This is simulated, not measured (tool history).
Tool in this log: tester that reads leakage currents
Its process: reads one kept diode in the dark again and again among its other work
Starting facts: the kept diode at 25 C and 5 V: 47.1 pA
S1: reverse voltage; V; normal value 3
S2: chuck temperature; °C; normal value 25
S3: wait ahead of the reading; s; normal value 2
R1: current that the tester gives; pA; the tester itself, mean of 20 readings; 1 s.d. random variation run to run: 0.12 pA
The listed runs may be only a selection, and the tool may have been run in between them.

run    hour     S1  S2    S3      R1
  1       0      3  25     2   40.39
  2   150.3      3  25     2   40.69
  3   308.6      3  25     7   40.65
      347.3  -- tester calibrated
      517.5  -- chuck's temperature calibrated
  4   530.8      3  25     2   39.11
      553.5  -- probe card cleaned and baked
  5   740.5      3  26     2   39.44
  6   896.3      3  26     2   39.68
  7  1110.4   6.24  26     2   57.74
  8  1246.2   6.24  26     2   57.41
     1274.6  -- tester calibrated, once more
  9  1407.3      3  25     2   39.49
 10  1517.5      3  25     2   39.59
 11  1709.7      3  25     2   39.77
 12  1878.5      3  25     2   40.09
 13  2019.3      3  25     2   40.55
 14  2135.7      3  25     2    40.9
 15  2251.4      3  25  2.77    40.7
 16  2417.1      3  25  2.77   40.96
 17  2548.5      3  25  2.77   41.49
 18  2662.1      3  25  2.77   41.43
 19  2754.5      3  35     2   80.89
 20  2925.6   5.84  49     2  269.37
 21  3063.9   5.84  49     2  272.48
     3110.6  -- chuck's temperature calibrated
     3198.5  -- probe card cleaned and baked
 22  3277.7   5.84  49     2  249.87
 23  3474.4   5.84  49     2  248.23
 24  3569.7   2.34  21     2   24.64
 25  3726.6   8.68  34  0.47  119.49
 26  3879.3   8.68  34  0.47  121.11
 27  4096.5   8.68  48  1.06  289.37
 28  4262.9   1.73  47  0.47  125.98
 29  4353.4   1.73  29  3.52   38.35
 30  4504.4      3  34     2   71.02
 31  4698.6      3  26  1.63   42.02
 32    4842   2.01  24  1.58   30.06
 33  5045.8   2.01  24  1.58   30.44
 34  5160.3   6.77  33  5.71  101.35
 35  5295.3  11.22  36  0.96  163.47
 36  5503.1  11.22  36  0.96  162.97
     5693.7  -- chuck's temperature calibrated
 37  5693.7  11.22  36  0.96  159.39
 38  5791.8  11.22  36  0.96  159.77

Below are 4 alternative next runs, each starting from the tool's condition after run 38. Predict each:
     5841.5  -- probe card cleaned and baked
  A  6010.3  3.43  28  8.29   ?
     5841.5  -- probe card cleaned and baked
  B  6010.3  7.98  27   8.3   ?
     5841.5  -- probe card cleaned and baked
  C  6010.3  4.18  30  0.96   ?
     5841.5  -- probe card cleaned and baked
  D  6010.3  1.07  44  1.43   ?

run     R1
  A  48.72
  B  68.22
  C  62.64
  D  81.76
Take away the tool's hidden state, keep each run's random variation, and the runs would have read:
run     R1
  A  48.98
  B  68.39
  C  63.02
  D  82.62

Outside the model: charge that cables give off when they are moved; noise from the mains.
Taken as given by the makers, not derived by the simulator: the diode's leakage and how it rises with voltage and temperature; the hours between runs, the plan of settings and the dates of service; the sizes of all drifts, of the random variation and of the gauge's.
